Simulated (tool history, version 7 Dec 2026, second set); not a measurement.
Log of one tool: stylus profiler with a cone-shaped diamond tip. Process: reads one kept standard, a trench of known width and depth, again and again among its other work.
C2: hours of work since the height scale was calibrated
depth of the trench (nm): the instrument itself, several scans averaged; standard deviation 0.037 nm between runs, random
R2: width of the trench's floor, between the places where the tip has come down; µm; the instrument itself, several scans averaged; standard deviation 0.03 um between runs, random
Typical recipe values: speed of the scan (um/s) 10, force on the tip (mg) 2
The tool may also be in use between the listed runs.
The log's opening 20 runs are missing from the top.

run 21 hour=450.2 | speed_of_the_scan_(um/s)=10 force_on_the_tip_(mg)=2 | scans_with_this_tip=8235 C2=703 | depth_of_the_trench_(nm)=100.83 R2=28.41
run 22 hour=469.4 | speed_of_the_scan_(um/s)=10 force_on_the_tip_(mg)=2 | scans_with_this_tip=8370 C2=715 | depth_of_the_trench_(nm)=100.79 R2=28.38
run 23 hour=488.6 | speed_of_the_scan_(um/s)=10 force_on_the_tip_(mg)=2 | scans_with_this_tip=8504 C2=726 | depth_of_the_trench_(nm)=100.79 R2=28.39
run 24 hour=510.5 | speed_of_the_scan_(um/s)=10 force_on_the_tip_(mg)=2 | scans_with_this_tip=8657 C2=739 | depth_of_the_trench_(nm)=100.73 R2=28.35
run 25 hour=526.4 | speed_of_the_scan_(um/s)=3 force_on_the_tip_(mg)=1.18 | scans_with_this_tip=8769 C2=749 | depth_of_the_trench_(nm)=100.55 R2=28.42
run 26 hour=546.5 | speed_of_the_scan_(um/s)=18 force_on_the_tip_(mg)=0.76 | scans_with_this_tip=8909 C2=761 | depth_of_the_trench_(nm)=100.29 R2=28.25
run 27 hour=565.1 | speed_of_the_scan_(um/s)=18 force_on_the_tip_(mg)=0.76 | scans_with_this_tip=9039 C2=772 | depth_of_the_trench_(nm)=100.23 R2=28.3
run 28 hour=596 | speed_of_the_scan_(um/s)=3 force_on_the_tip_(mg)=2.97 | scans_with_this_tip=9255 C2=790 | depth_of_the_trench_(nm)=101.09 R2=28.37
run 29 hour=625 | speed_of_the_scan_(um/s)=19 force_on_the_tip_(mg)=2 | scans_with_this_tip=9458 C2=808 | depth_of_the_trench_(nm)=100.74 R2=28.33
run 30 hour=647.6 | speed_of_the_scan_(um/s)=10 force_on_the_tip_(mg)=3.49 | scans_with_this_tip=9616 C2=821 | depth_of_the_trench_(nm)=101.21 R2=28.36
run 31 hour=661.5 | speed_of_the_scan_(um/s)=7 force_on_the_tip_(mg)=3.09 | scans_with_this_tip=9713 C2=829 | depth_of_the_trench_(nm)=101.12 R2=28.39

Run 32 comes next. What will it give?
run 32 hour=677.6 | speed_of_the_scan_(um/s)=7 force_on_the_tip_(mg)=3.09 | scans_with_this_tip=9826 C2=839 | depth_of_the_trench_(nm)=? R2=?

depth of the trench (nm): 101.03
R2: 28.37 µm
Minus the tool's unlogged condition, the same run would have read depth of the trench (nm) 101.24, R2 28.74 µm.

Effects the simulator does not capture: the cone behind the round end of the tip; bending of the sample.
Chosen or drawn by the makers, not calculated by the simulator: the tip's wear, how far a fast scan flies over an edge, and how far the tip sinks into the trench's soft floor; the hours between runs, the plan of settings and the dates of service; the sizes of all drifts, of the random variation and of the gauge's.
